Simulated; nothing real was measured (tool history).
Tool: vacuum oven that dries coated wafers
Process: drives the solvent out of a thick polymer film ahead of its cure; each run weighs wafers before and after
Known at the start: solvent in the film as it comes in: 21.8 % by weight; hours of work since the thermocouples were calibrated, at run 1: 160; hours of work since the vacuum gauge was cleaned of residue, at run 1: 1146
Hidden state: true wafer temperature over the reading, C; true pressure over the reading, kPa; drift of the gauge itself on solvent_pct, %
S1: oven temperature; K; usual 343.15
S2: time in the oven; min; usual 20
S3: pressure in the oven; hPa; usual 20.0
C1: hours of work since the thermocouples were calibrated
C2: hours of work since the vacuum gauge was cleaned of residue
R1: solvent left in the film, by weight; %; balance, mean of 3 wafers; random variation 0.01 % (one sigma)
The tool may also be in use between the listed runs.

Run 1, hour 0.0: usual settings; C1 160; C2 1146. Result: R1 2.52 %.
Run 2, hour 59.3: usual settings; C1 198; C2 1184. Result: R1 2.51 %.
Run 3, hour 94.2: usual settings but S3 11.6 hPa; C1 221; C2 1206. Result: R1 2.31 %.
Run 4, hour 129.9: usual settings; C1 243; C2 1229. Result: R1 2.51 %.
Run 5, hour 162.5: usual settings; C1 264; C2 1250. Result: R1 2.51 %.
Run 6, hour 226.9: usual settings; C1 306; C2 1292. Result: R1 2.51 %.
Run 7, hour 292.4: usual settings; C1 348; C2 1334. Result: R1 2.51 %.
Run 8, hour 341.9: usual settings; C1 379; C2 1365. Result: R1 2.51 %.
Run 9, hour 371.1: usual settings; C1 398; C2 1384. Result: R1 2.50 %.
Run 10, hour 401.7: usual settings but S1 328.15 K; C1 418; C2 1404. Result: R1 6.61 %.
Run 11, hour 464.8: usual settings but S1 347.15 K, S2 34 min, S3 15.2 hPa; C1 458; C2 1444. Result: R1 0.64 %.
Run 12, hour 504.1: usual settings but S1 328.15 K, S2 24 min, S3 24.5 hPa; C1 483; C2 1469. Result: R1 5.69 %.
Run 13, hour 537.1: usual settings but S1 347.15 K, S2 34 min, S3 16.9 hPa; C1 505; C2 1491. Result: R1 0.65 %.
Run 14, hour 582.3: usual settings but S1 347.15 K, S2 34 min, S3 16.9 hPa; C1 534; C2 1520. Result: R1 0.69 %.
Run 15, hour 647.4: usual settings but S1 347.15 K, S2 34 min, S3 16.9 hPa; C1 575; C2 1561. Result: R1 0.67 %.
Run 16, hour 706.4: usual settings but S1 354.15 K; C1 613; C2 1599. Result: R1 0.94 %.
Run 17, hour 749.3: usual settings but S2 32 min; C1 641; C2 1627. Result: R1 1.16 %.
Run 18, hour 814.7: usual settings but S2 28 min; C1 683; C2 1669. Result: R1 1.40 %.
Run 19, hour 876.7: usual settings but S2 15 min, S3 16.9 hPa; C1 722; C2 1708. Result: R1 3.77 %.

4 ways to go on from here, each from the tool as it stands after run 19. What would each give?
Run A, hour 927.9: usual settings but S1 341.15 K, S3 38.8 hPa; C1 755; C2 1741. Result: R1 ?.
Run B, hour 927.9: usual settings but S1 340.15 K, S3 72.8 hPa; C1 755; C2 1741. Result: R1 ?.
Run C, hour 927.9: usual settings but S2 34 min, S3 16.9 hPa; C1 755; C2 1741. Result: R1 ?.
Run D, hour 927.9: usual settings but S1 349.15 K, S2 30 min, S3 25.6 hPa; C1 755; C2 1741. Result: R1 ?.

run    R1
  A  3.38
  B  4.52
  C  0.96
  D  0.88
Without the tool's hidden state the same runs would have given:
run    R1
  A  3.28
  B  4.43
  C  0.85
  D  0.78
